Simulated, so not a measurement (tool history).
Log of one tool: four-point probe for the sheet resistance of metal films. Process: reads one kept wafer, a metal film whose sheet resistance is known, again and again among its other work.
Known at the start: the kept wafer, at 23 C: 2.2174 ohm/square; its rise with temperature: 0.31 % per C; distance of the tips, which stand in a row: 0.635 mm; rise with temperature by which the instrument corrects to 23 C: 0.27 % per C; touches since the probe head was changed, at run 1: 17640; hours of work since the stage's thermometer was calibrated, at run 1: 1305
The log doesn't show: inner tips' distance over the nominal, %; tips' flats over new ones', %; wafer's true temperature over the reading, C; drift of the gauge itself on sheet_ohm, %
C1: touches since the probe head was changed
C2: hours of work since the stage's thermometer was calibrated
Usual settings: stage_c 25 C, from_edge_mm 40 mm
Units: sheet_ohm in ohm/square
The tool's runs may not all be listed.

run 1 day=0 | stage_c=25 from_edge_mm=40 | C1=17640 C2=1305 | sheet_ohm=2.207355
run 2 day=0.612 | stage_c=32 from_edge_mm=40 | C1=17967 C2=1312 | sheet_ohm=2.213212
run 3 day=1.042 | stage_c=23 from_edge_mm=40 | C1=18196 C2=1317 | sheet_ohm=2.205323
run 4 day=1.392 | stage_c=23 from_edge_mm=40 | C1=18384 C2=1321 | sheet_ohm=2.20594
run 5 day=2.154 | stage_c=25 from_edge_mm=40 | C1=18789 C2=1330 | sheet_ohm=2.207237
run 6 day=2.817 | stage_c=25 from_edge_mm=69 | C1=19142 C2=1338 | sheet_ohm=2.207164
run 7 day=3.312 | stage_c=20 from_edge_mm=40 | C1=19407 C2=1344 | sheet_ohm=2.202582
run 8 day=4.138 | stage_c=20 from_edge_mm=40 | C1=19848 C2=1353 | sheet_ohm=2.202407
run 9 day=4.508 | stage_c=20 from_edge_mm=40 | C1=20045 C2=1358 | sheet_ohm=2.203096
run 10 day=5.25 | stage_c=20 from_edge_mm=11 | C1=20442 C2=1366 | sheet_ohm=2.20686
run 11 day=5.946 | stage_c=33 from_edge_mm=11 | C1=20813 C2=1375 | sheet_ohm=2.217964
run 12 day=6.533 | stage_c=33 from_edge_mm=11 | C1=21125 C2=1381 | sheet_ohm=2.217429
run 13 day=7.358 | stage_c=33 from_edge_mm=11 | C1=21566 C2=1391 | sheet_ohm=2.21707
run 14 day=7.838 | stage_c=25 from_edge_mm=40 | C1=21822 C2=1397 | sheet_ohm=2.207303
run 15 day=8.379 | stage_c=25 from_edge_mm=40 | C1=22110 C2=1403 | sheet_ohm=2.207869
run 16 day=8.75 | stage_c=27 from_edge_mm=40 | C1=22309 C2=1407 | sheet_ohm=2.20987
run 17 day=9.446 | stage_c=31 from_edge_mm=40 | C1=22680 C2=1415 | sheet_ohm=2.212434
run 18 day=9.912 | stage_c=25 from_edge_mm=40 | C1=22929 C2=1421 | sheet_ohm=2.207117
run 19 day=10.312 | stage_c=25 from_edge_mm=4 | C1=23142 C2=1426 | sheet_ohm=2.237199
run 20 day=10.888 | stage_c=25 from_edge_mm=4 | C1=23450 C2=1432 | sheet_ohm=2.237022
run 21 day=11.271 | stage_c=25 from_edge_mm=40 | C1=23653 C2=1437 | sheet_ohm=2.20722
run 22 day=12.062 | stage_c=25 from_edge_mm=10 | C1=24077 C2=1446 | sheet_ohm=2.212311
run 23 day=12.571 | stage_c=25 from_edge_mm=10 | C1=24348 C2=1452 | sheet_ohm=2.21237
run 24 day=13.383 | stage_c=35 from_edge_mm=10 | C1=24780 C2=1462 | sheet_ohm=2.221266
run 25 day=13.95 | stage_c=35 from_edge_mm=10 | C1=25082 C2=1468 | sheet_ohm=2.220929
run 26 day=14.325 | stage_c=35 from_edge_mm=10 | C1=25283 C2=1473 | sheet_ohm=2.220198
-- day=14.412 stage's thermometer calibrated
run 27 day=14.746 | stage_c=31 from_edge_mm=4 | C1=25496 C2=4 | sheet_ohm=2.239799
run 28 day=15.204 | stage_c=31 from_edge_mm=4 | C1=25741 C2=9 | sheet_ohm=2.239503
run 29 day=15.583 | stage_c=31 from_edge_mm=4 | C1=25943 C2=14 | sheet_ohm=2.239684
run 30 day=16.058 | stage_c=25 from_edge_mm=15 | C1=26198 C2=19 | sheet_ohm=2.207346
run 31 day=16.658 | stage_c=22 from_edge_mm=15 | C1=26518 C2=26 | sheet_ohm=2.204645
-- day=17.221 stage's thermometer calibrated, once more
run 32 day=17.433 | stage_c=22 from_edge_mm=15 | C1=26920 C2=2 | sheet_ohm=2.210281
run 33 day=18.062 | stage_c=22 from_edge_mm=15 | C1=27255 C2=10 | sheet_ohm=2.209665

The next listed run, before its measurement:
run 34 day=18.45 | stage_c=35 from_edge_mm=49 | C1=27462 C2=14 | sheet_ohm=?

Run 34 gave sheet_ohm 2.219676 ohm/square.
Without the tool's hidden state the same run would have given sheet_ohm 2.228089 ohm/square.
